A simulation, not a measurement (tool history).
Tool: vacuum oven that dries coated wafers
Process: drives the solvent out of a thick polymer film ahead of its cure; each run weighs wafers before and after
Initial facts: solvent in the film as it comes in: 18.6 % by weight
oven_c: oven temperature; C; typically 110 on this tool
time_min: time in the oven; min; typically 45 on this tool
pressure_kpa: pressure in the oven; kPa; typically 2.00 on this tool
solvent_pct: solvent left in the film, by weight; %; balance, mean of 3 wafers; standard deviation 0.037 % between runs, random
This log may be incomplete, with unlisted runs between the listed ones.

run   hour  oven_c  time_min  pressure_kpa  solvent_pct
  1    0.0     110        45          2.00         4.22
  2   12.7     110        45          2.00         4.22
  3   23.7     110        45          2.00         4.23
  4   43.8     110        45          2.00         4.17
  5   65.5     110        45          2.00         4.19
  6   83.6     110        45          2.00         4.14
  7   95.5     110        45          1.48         3.88
  8  120.0     110        45          1.48         3.79
  9  140.2     110        45          2.00         4.20
 10  151.2     110        45          5.36         6.41
 11  162.3     110        45          2.00         4.21
 12  174.4     110        45          2.00         4.15
 13  195.9     110        45          2.00         4.20
 14  213.8     110        45          2.00         4.21
 15  238.2     110        45          2.00         4.11
 16  264.0     110        45          2.00         4.14
 17  280.8     110        45          2.00         4.15
 18  303.7     110        45          2.00         4.09
 19  319.5     110        45          2.00         4.12
 20  343.5     110        45          2.00         4.11
 21  356.5     110        45          2.00         4.11
     359.8  -- oven's thermocouples calibrated
 22  382.7     110        45          2.00         4.02
 23  402.8     110        45          2.00         4.00
 24  429.4     122        23          2.00         4.22
 25  445.6     109        69          2.01         2.82
     456.1  -- oven's thermocouples calibrated, once more
 26  467.2     109        69          2.01         3.04
 27  492.9     109        69          2.01         3.00
 28  518.0     125        41          2.01         1.89
 29  537.0     125        41          2.01         1.85
 30  548.9     102        45          7.89        11.01
 31  575.6      99        33          1.02         8.05
 32  598.4      99        32          7.57        12.86
 33  614.1     112        45          2.00         3.80
 34  626.3     103        42          1.13         5.81
 35  646.6      99        36          1.73         8.15
 36  672.5     123        37          3.74         3.23
 37  696.6     123        37          3.74         3.16
 38  707.6     123        47          1.24         1.40
 39  733.0     112        66          4.36         4.09

Forecast run 40:
 40  753.1     101        29          2.10            ?

solvent_pct: 8.86 %
With the hidden condition absent and the run-to-run variation left alone, this run would have shown solvent_pct 8.88 %.
